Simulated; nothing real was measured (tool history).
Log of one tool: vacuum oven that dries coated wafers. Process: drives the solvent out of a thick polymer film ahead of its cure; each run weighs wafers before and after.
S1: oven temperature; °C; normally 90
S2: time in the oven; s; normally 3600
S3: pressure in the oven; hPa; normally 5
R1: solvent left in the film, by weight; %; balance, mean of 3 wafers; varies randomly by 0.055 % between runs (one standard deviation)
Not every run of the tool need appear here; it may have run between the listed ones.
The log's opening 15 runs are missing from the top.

run,day,S1,S2,S3,R1
16,33.921,103,3600,5,0.66
17,35.696,103,3600,5,0.64
18,37.3,103,3600,5,0.71
19,39.738,90,3600,5,2.78
20,42.246,90,3600,5,2.82
21,45.096,90,3600,5,2.87
22,46.946,90,1920,5,5.62
23,48.725,90,3600,5,2.93
24,51.867,90,3600,5,2.83
25,54.146,90,3600,5,2.94
26,56.846,80,2100,15.02,8.85
27,58.675,98,5580,2.77,0.59
28,61.396,97,3780,10.4,1.68
# day 62.438: oven's thermocouples calibrated
29,63.879,91,3600,2.74,2.15
30,66.6,90,3600,13.7,3.12
31,68.692,97,2880,3.49,1.57
32,71.442,83,2700,10.47,6.33
33,73.35,76,1980,10.47,9.66
34,75.325,104,1980,10.47,1.77
35,78.475,77,3840,4.48,6.41
36,79.8,77,3840,4.48,6.49

Run 37, settings as shown, results not yet in. Your forecast:
37,82.05,94,3600,4.1,?

Run 37 gave R1 1.68 %.
Minus the tool's unlogged condition, the same run would have read R1 1.31 %.
